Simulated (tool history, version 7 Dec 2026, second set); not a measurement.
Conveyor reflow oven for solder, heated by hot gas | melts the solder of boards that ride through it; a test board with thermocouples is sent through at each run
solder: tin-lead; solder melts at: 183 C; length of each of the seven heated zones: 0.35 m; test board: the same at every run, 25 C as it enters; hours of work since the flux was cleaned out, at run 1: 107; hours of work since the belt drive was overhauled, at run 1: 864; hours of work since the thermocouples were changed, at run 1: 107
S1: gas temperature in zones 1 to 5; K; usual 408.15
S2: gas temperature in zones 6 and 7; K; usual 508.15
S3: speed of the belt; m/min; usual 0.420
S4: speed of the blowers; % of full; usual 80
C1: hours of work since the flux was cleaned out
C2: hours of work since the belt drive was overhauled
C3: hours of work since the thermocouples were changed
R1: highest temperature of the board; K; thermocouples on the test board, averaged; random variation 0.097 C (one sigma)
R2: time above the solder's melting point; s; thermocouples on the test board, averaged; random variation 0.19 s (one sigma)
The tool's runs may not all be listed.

run	hour	S1	S2	S3	S4	C1	C2	C3	R1	R2
1	0.0	408.15	508.15	0.420	80	107	864	107	492.44	75.7
2	27.8	408.15	508.15	0.410	80	124	881	124	493.33	78.9
3	49.1	408.15	508.15	0.420	70	137	894	137	491.12	73.9
4	72.1	408.15	508.15	0.458	70	151	908	151	487.88	64.4
# hour 85.0: flux residue cleaned out of gas plates and filters
5	116.1	408.15	508.15	0.458	70	19	931	175	487.91	64.5
6	150.5	408.15	508.15	0.420	78	40	952	196	492.10	75.5
7	197.0	408.15	508.15	0.420	87	68	981	224	493.40	77.0
8	230.8	408.15	501.15	0.420	80	89	1001	245	486.32	69.9
9	264.4	408.15	501.15	0.420	80	109	1022	265	486.64	69.8
# hour 291.8: belt drive overhauled, speed set with a stopwatch
10	298.0	408.15	508.15	0.420	63	127	4	283	489.65	72.3
11	318.9	408.15	508.15	0.420	63	140	16	296	489.69	72.7
12	338.9	408.15	508.15	0.420	80	152	29	308	492.31	75.8
# hour 351.0: flux residue cleaned out of gas plates and filters
13	371.3	408.15	508.15	0.420	80	12	45	324	492.35	75.7
14	409.3	408.15	508.15	0.420	79	35	68	348	492.26	75.4
15	454.9	408.15	508.15	0.420	79	63	96	375	492.18	75.8
16	487.1	408.15	508.15	0.420	80	83	116	395	492.47	75.8
17	508.8	419.15	498.15	0.370	50	96	129	408	484.56	82.4
18	530.9	408.15	523.15	0.355	80	109	142	421	511.11	106.2
19	552.8	408.15	523.15	0.355	80	123	156	435	511.10	106.8
20	573.0	408.15	523.15	0.355	80	135	168	447	511.03	106.8
# hour 611.5: flux residue cleaned out of gas plates and filters
21	621.9	408.15	519.15	0.407	80	6	195	474	503.20	87.6
22	658.3	408.15	499.15	0.415	88	28	217	496	485.99	70.7
23	680.0	399.15	508.15	0.420	80	42	230	509	491.04	70.6
24	714.8	399.15	508.15	0.420	80	63	251	530	491.08	70.8
25	744.6	399.15	508.15	0.420	80	81	269	548	490.97	71.0
26	784.4	399.15	508.15	0.420	80	105	293	573	491.11	70.4
# hour 790.0: thermocouples of zones 6 and 7 changed
27	817.1	418.15	504.15	0.427	78	124	312	16	489.61	77.0
28	864.9	408.15	508.15	0.428	80	153	341	46	491.87	73.7
# hour 872.1: flux residue cleaned out of gas plates and filters
29	899.0	408.15	496.15	0.428	64	16	359	63	478.96	58.3
30	925.4	407.15	497.15	0.418	67	32	375	79	480.95	62.4
31	949.8	422.15	509.15	0.485	59	47	390	94	487.69	65.5

Hidden state at the last listed run before each entry between runs and at the first one after, where it differs:
Between runs 4 and 5: flux residue cleaned out of gas plates and filters (hour 85.0)
  heat that the gas passes to the board, % of a clean oven's: 99.9 -> 100; true gas temperature in zones 6 and 7 over the reading, C: 0 -> 0.01
Between runs 9 and 10: belt drive overhauled, speed set with a stopwatch (hour 291.8)
  belt's true speed, % of the reading: 99.89 -> 100.01
Between runs 12 and 13: flux residue cleaned out of gas plates and filters (hour 351.0)
  belt's true speed, % of the reading: 100.01 -> 100; true gas temperature in zones 6 and 7 over the reading, C: 0.02 -> 0.03
Between runs 20 and 21: flux residue cleaned out of gas plates and filters (hour 611.5)
  heat that the gas passes to the board, % of a clean oven's: 99.9 -> 100
Between runs 26 and 27: thermocouples of zones 6 and 7 changed (hour 790.0)
  true gas temperature in zones 6 and 7 over the reading, C: 0.06 -> 0
Between runs 28 and 29: flux residue cleaned out of gas plates and filters (hour 872.1)
  heat that the gas passes to the board, % of a clean oven's: 99.9 -> 100; true gas temperature in zones 6 and 7 over the reading, C: 0 -> 0.01

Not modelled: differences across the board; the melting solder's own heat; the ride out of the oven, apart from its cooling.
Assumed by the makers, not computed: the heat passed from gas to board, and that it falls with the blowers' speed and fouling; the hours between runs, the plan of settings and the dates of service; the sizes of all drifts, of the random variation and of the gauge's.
